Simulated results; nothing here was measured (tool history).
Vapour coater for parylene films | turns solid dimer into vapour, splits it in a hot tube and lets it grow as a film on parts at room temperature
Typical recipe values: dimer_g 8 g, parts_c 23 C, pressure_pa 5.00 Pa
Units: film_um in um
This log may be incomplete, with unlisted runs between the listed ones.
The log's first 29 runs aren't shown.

run   hour  dimer_g  parts_c  pressure_pa  hours of work since the trap's valve was overhauled  hours of work since the table's thermometer was calibrated  film_um
 30  521.7        8       23         4.10                                                  160                                                         622     7.05
 31  542.0       11       23         5.01                                                  174                                                         636     9.27
 32  561.8        8       18         9.61                                                  187                                                         649     6.64
 33  576.8        9       32         2.36                                                  198                                                         660     7.28
 34  600.9        5       17         3.13                                                  215                                                         677     5.18
 35  624.5       14       18         5.00                                                  231                                                         693    12.89
 36  638.8       14       18         5.00                                                  241                                                         703    12.94
 37  654.4        8       23         3.64                                                  252                                                         714     7.05
 38  673.2        8       23         3.64                                                  265                                                         727     7.05
 39  697.4        5       25         9.14                                                  282                                                         744     3.57
 40  710.2        8       25         6.85                                                  291                                                         753     5.91
 41  728.6        8       25         6.85                                                  304                                                         766     6.02
 42  753.8       13       25         6.39                                                  321                                                         783     9.68
 43  764.5       13       25         6.39                                                  329                                                         791     9.66
 44  779.2        8       28        10.35                                                  339                                                         801     5.18
 45  804.0        8       16         9.98                                                  356                                                         818     6.54
     811.6  -- trap's valve overhauled
 46  821.8        8       16         9.98                                                    7                                                         828     7.21
 47  842.9        8       16         9.98                                                   22                                                         842     7.20

Consider 4 possible next runs. They are alternatives, not a sequence: every one starts from the tool as it was left by run 47. What does each give?
  A  864.5        6       31         4.18                                                   37                                                         857        ?
  B  864.5        8       32         5.00                                                   37                                                         857        ?
  C  864.5        8       33         9.98                                                   37                                                         857        ?
  D  864.5        9       17         6.55                                                   37                                                         857        ?

run  film_um
  A     4.70
  B     5.90
  C     5.14
  D     8.59
What these runs would have given with no unlogged condition in the tool:
run  film_um
  A     4.70
  B     5.90
  C     5.14
  D     8.59

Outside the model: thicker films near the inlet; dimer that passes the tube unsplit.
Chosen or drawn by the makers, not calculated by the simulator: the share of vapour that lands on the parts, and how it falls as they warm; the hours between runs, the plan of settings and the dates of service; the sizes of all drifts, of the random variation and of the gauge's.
